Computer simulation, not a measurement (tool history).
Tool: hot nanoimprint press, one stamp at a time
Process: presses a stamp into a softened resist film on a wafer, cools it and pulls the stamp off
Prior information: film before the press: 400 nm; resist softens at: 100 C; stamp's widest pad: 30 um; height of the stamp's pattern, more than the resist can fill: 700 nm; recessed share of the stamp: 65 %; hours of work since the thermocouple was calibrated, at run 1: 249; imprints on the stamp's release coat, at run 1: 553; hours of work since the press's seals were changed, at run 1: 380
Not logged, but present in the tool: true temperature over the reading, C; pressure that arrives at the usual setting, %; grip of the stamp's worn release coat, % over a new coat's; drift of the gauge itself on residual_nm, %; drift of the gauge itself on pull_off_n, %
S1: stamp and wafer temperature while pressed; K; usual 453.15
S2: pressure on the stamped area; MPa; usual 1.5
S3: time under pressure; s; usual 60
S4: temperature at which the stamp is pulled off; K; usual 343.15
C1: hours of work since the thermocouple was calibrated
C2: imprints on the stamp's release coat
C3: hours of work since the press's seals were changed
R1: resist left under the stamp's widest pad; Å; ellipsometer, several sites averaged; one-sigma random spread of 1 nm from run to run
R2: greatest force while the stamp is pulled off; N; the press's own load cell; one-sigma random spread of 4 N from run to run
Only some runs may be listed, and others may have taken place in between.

run	hour	S1	S2	S3	S4	C1	C2	C3	R1	R2
1	0	453.15	1.5	60	343.15	249	553	380	1475	208
2	19.7	453.15	1.5	60	343.15	261	621	392	1490	203
3	37.8	453.15	1.5	60	343.15	272	684	403	1499	208
4	57.2	453.15	1.5	60	343.15	283	752	415	1495	213
5	69.8	453.15	1.5	60	343.15	291	796	422	1485	226
6	80.9	453.15	1.5	60	343.15	298	834	429	1495	211
7	97.9	453.15	1.5	60	343.15	308	893	439	1480	210
8	108.2	453.15	2.39	60	343.15	314	929	445	1196	227
9	124.2	453.15	2.39	60	343.15	324	985	455	1193	222
10	138.7	453.15	2.39	60	343.15	333	1036	464	1196	226
11	158.5	453.15	1.5	56	343.15	345	1105	476	1550	222
12	170.5	453.15	1.5	56	343.15	352	1147	483	1573	220
13	180.2	453.15	1.5	56	343.15	358	1180	489	1556	224
14	198.4	453.15	1.5	56	343.15	369	1244	500	1551	234
15	218	453.15	1.5	56	343.15	381	1312	512	1555	226
16	231.1	455.15	1.33	66	344.15	389	1358	520	1463	233
17	241.5	455.15	1.33	66	344.15	395	1394	526	1447	233
18	251.6	455.15	1.95	88	339.15	401	1429	532	1055	242
19	262.4	449.15	1.13	62	341.15	408	1466	539	1959	233
20	279.3	448.15	1.13	73	333.15	418	1525	549	1904	240
21	292	453.15	1.5	46	343.15	426	1570	557	1694	239
22	305.8	453.15	1.5	46	343.15	434	1618	565	1700	236
23	325.7	453.15	1.5	60	337.15	446	1687	577	1517	250
24	345.2	453.15	1.5	60	337.15	458	1755	589	1548	245
25	363.6	453.15	1.5	60	337.15	469	1819	600	1548	246
# hour 373.2: stamp cleaned and given a new release coat
26	378.1	453.15	1.5	60	337.15	474	17	605	1546	206
27	398.7	447.15	1.09	40	340.15	487	88	618	2473	197
28	409.2	447.15	1.09	40	340.15	493	125	624	2474	203
29	423.4	465.15	0.92	78	347.15	502	174	633	1200	193

3 options for the next run, each taken on its own from the tool as it stands now. Forecast them:
A	443.7	463.15	0.92	78	347.15	514	245	645	?	?
B	443.7	456.15	0.92	49	346.15	514	245	645	?	?
C	443.7	446.15	2.14	78	340.15	514	245	645	?	?

run	R1	R2
A	1284	190
B	1892	196
C	1511	196
What these runs would have given with no unlogged condition in the tool:
run	R1	R2
A	1207	182
B	1783	188
C	1391	187
